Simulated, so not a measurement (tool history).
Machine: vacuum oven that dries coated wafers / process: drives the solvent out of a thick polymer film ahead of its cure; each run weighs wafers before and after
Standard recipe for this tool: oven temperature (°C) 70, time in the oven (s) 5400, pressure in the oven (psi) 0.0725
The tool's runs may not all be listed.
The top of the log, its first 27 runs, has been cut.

| run | hour | oven temperature (°C) | time in the oven (s) | pressure in the oven (psi) | solvent left in the film (%) |
|---|---|---|---|---|---|
| 28 | 2202.5 | 70 | 5400 | 0.0725 | 1.23 |
| 29 | 2314.3 | 78 | 5340 | 0.0725 | 0.69 |
| 30 | 2395.3 | 78 | 4320 | 0.0725 | 0.63 |
| 31 | 2500 | 70 | 7260 | 0.1114 | 1.25 |
| 32 | 2587.8 | 70 | 7260 | 0.1114 | 1.29 |
| 33 | 2700.2 | 70 | 2700 | 0.0725 | 3.02 |
|  | 2775.6 | oven's thermocouples calibrated |
| 34 | 2788.7 | 83 | 5580 | 0.0503 | 0.34 |
| 35 | 2840.7 | 83 | 5820 | 0.2779 | 1.73 |
| 36 | 2951.6 | 83 | 5820 | 0.2779 | 1.61 |
| 37 | 3011.7 | 56 | 5400 | 0.2495 | 6.44 |
| 38 | 3076.6 | 69 | 3180 | 0.0596 | 2.42 |
| 39 | 3162.2 | 76 | 5400 | 0.22 | 1.72 |
| 40 | 3284.1 | 56 | 5400 | 0.0725 | 3.83 |
| 41 | 3338.6 | 70 | 3840 | 0.0492 | 1.65 |
| 42 | 3407.9 | 81 | 7440 | 0.1986 | 1.25 |
| 43 | 3503.8 | 70 | 4440 | 0.0841 | 1.66 |
| 44 | 3616.4 | 70 | 4380 | 0.1912 | 2.6 |
| 45 | 3723 | 64 | 6840 | 0.181 | 2.91 |
| 46 | 3840.2 | 64 | 6840 | 0.181 | 2.97 |
| 47 | 3920.4 | 63 | 3960 | 0.0455 | 2.88 |

Here are 3 independent what-if runs from the current tool condition. What would each one return?
|  | 3980.8 | vacuum gauge cleaned of residue and calibrated |
| A | 4008.7 | 57 | 3960 | 0.0455 | ? |
|  | 3980.8 | vacuum gauge cleaned of residue and calibrated |
| B | 4008.7 | 67 | 4560 | 0.1213 | ? |
|  | 3980.8 | vacuum gauge cleaned of residue and calibrated |
| C | 4008.7 | 56 | 5700 | 0.2801 | ? |

| run | solvent left in the film (%) |
|---|---|
| A | 4.39 |
| B | 2.36 |
| C | 6.74 |
Had the tool no hidden state, the same runs would have come out as:
| run | solvent left in the film (%) |
|---|---|
| A | 4.38 |
| B | 2.36 |
| C | 6.74 |
